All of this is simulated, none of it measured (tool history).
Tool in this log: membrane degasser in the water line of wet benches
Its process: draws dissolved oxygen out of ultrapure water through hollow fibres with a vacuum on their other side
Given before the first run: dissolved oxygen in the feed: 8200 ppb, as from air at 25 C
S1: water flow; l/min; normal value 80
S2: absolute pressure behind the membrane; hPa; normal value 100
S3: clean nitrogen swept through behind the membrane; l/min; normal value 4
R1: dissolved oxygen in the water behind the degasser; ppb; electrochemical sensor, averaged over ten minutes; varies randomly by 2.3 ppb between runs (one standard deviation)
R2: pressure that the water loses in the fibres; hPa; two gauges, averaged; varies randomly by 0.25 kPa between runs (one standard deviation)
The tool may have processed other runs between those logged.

| run | day | S1 | S2 | S3 | R1 | R2 |
|---|---|---|---|---|---|---|
| 1 | 0 | 80 | 100 | 4 | 313.1 | 672.4 |
| 2 | 5.725 | 80 | 100 | 8.43 | 169 | 672.6 |
| 3 | 10.067 | 80 | 100 | 4 | 312.5 | 674.3 |
| 4 | 17.225 | 80 | 71 | 4 | 189.4 | 680.1 |
| 5 | 21.162 | 80 | 71 | 4 | 187.9 | 675.5 |
| 6 | 26.254 | 80 | 100 | 4 | 309.3 | 673 |
| 7 | 31.5 | 80 | 100 | 4 | 310 | 676.1 |
| 8 | 35.812 | 80 | 100 | 4 | 308.2 | 676.9 |
|  | 39.083 | seals of the vacuum lines changed |
| 9 | 42.75 | 80 | 187 | 4 | 663 | 682.1 |
| 10 | 48.896 | 98 | 71 | 4.13 | 226.6 | 833.7 |
| 11 | 56.158 | 98 | 71 | 4.13 | 224.7 | 833.9 |

Expected results for the next run?
| 12 | 60.604 | 98 | 71 | 4.13 | ? | ? |

{"run 12": {"R1": 223.9, "R2": 827.9}}
Minus the tool's unlogged condition, the same run would have read R1 223.6 ppb, R2 822.5 hPa.
